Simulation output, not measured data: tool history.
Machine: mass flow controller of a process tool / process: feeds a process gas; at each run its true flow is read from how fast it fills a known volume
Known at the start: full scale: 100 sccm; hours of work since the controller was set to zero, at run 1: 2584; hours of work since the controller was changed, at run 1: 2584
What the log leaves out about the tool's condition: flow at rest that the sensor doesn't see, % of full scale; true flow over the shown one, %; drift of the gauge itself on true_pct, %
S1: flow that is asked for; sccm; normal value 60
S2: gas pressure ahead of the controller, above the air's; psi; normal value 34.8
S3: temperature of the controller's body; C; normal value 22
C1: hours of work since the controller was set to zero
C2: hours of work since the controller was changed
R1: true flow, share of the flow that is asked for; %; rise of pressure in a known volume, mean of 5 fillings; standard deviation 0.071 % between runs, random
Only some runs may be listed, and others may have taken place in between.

| run | hour | S1 | S2 | S3 | C1 | C2 | R1 |
|---|---|---|---|---|---|---|---|
| 1 | 0 | 60 | 34.8 | 22 | 2584 | 2584 | 99.94 |
| 2 | 92.9 | 60 | 34.8 | 22 | 2657 | 2657 | 99.89 |
| 3 | 160.5 | 60 | 34.8 | 22 | 2711 | 2711 | 100.07 |
| 4 | 307.3 | 60 | 34.8 | 29 | 2827 | 2827 | 100.49 |
| 5 | 392.5 | 58 | 34.8 | 29 | 2895 | 2895 | 100.53 |
| 6 | 501.6 | 58 | 34.8 | 29 | 2981 | 2981 | 100.65 |
| 7 | 603.5 | 17 | 34.8 | 36 | 3062 | 3062 | 100.82 |
| 8 | 709.7 | 59 | 29.4 | 21 | 3146 | 3146 | 100.26 |
| 9 | 806.1 | 64 | 34.8 | 23 | 3222 | 3222 | 100.61 |
| 10 | 891.3 | 60 | 34.8 | 29 | 3290 | 3290 | 100.76 |
| 11 | 1032 | 23 | 29.6 | 22 | 3401 | 3401 | 100.37 |

Consider 4 possible next runs. They are alternatives, not a sequence: every one starts from the tool as it was left by run 11. What does each give?
| A | 1176.9 | 87 | 27.7 | 34 | 3516 | 3516 | ? |
| B | 1176.9 | 87 | 34.8 | 26 | 3516 | 3516 | ? |
| C | 1176.9 | 36 | 26.5 | 22 | 3516 | 3516 | ? |
| D | 1176.9 | 93 | 21.5 | 25 | 3516 | 3516 | ? |

| run | R1 |
|---|---|
| A | 101.22 |
| B | 101.04 |
| C | 100.47 |
| D | 100.68 |
Had the tool no hidden state, the same runs would have come out as:
| run | R1 |
|---|---|
| A | 100.28 |
| B | 100.11 |
| C | 99.54 |
| D | 99.75 |

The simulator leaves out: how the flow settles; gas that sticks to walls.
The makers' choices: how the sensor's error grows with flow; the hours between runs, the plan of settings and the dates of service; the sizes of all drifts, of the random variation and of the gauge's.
